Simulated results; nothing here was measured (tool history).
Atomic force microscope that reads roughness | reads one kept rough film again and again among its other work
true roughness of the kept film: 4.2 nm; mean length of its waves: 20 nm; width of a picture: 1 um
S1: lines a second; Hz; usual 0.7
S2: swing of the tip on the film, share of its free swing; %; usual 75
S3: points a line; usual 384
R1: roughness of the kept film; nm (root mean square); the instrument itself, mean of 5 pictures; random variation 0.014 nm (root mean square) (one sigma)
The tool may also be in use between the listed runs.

| run | day | S1 | S2 | S3 | R1 |
|---|---|---|---|---|---|
| 1 | 0 | 0.7 | 75 | 384 | 2.695 |
| 2 | 0.471 | 0.7 | 75 | 744 | 2.66 |
| 3 | 0.888 | 2.063 | 75 | 384 | 2.351 |
| 4 | 1.362 | 2.063 | 89 | 384 | 1.991 |
| 5 | 1.942 | 2.063 | 89 | 384 | 1.975 |
| 6 | 2.562 | 2.063 | 89 | 460 | 1.924 |
| 7 | 3.321 | 0.7 | 75 | 384 | 2.335 |
| 8 | 4.258 | 0.7 | 75 | 384 | 2.219 |
| 9 | 4.833 | 0.7 | 84 | 384 | 2.108 |
| 10 | 5.796 | 0.7 | 84 | 384 | 2.02 |
| 11 | 6.688 | 0.7 | 62 | 384 | 2.07 |
|  | 7.183 | new tip fitted |
| 12 | 7.4 | 0.7 | 75 | 384 | 3.172 |
| 13 | 7.867 | 2.346 | 75 | 384 | 2.745 |
| 14 | 8.846 | 2.346 | 75 | 594 | 2.636 |
| 15 | 9.6 | 0.7 | 84 | 381 | 2.71 |
| 16 | 10.404 | 0.821 | 71 | 317 | 2.681 |
| 17 | 10.862 | 0.821 | 71 | 317 | 2.604 |
| 18 | 11.779 | 0.821 | 71 | 317 | 2.489 |
| 19 | 12.446 | 1.28 | 71 | 299 | 2.342 |
| 20 | 13 | 3.371 | 77 | 1004 | 1.952 |
| 21 | 13.775 | 3.371 | 77 | 1004 | 1.883 |
| 22 | 14.45 | 1.094 | 71 | 384 | 2.188 |
| 23 | 15.267 | 1.094 | 68 | 384 | 2.13 |
| 24 | 16.204 | 1.083 | 65 | 384 | 2.085 |
| 25 | 16.762 | 0.773 | 70 | 383 | 2.039 |
|  | 17.308 | new tip fitted |
| 26 | 17.683 | 0.773 | 80 | 815 | 3.147 |

Forecast each of these 4 alternatives for the next run:
| A | 18.292 | 1.592 | 75 | 384 | ? |
| B | 18.292 | 2.739 | 70 | 648 | ? |
| C | 18.292 | 0.897 | 65 | 415 | ? |
| D | 18.292 | 0.743 | 80 | 815 | ? |

| run | R1 |
|---|---|
| A | 2.882 |
| B | 2.818 |
| C | 3.146 |
| D | 3.07 |
Without the tool's hidden state the same runs would have given:
| run | R1 |
|---|---|
| A | 3.036 |
| B | 2.967 |
| C | 3.313 |
| D | 3.233 |
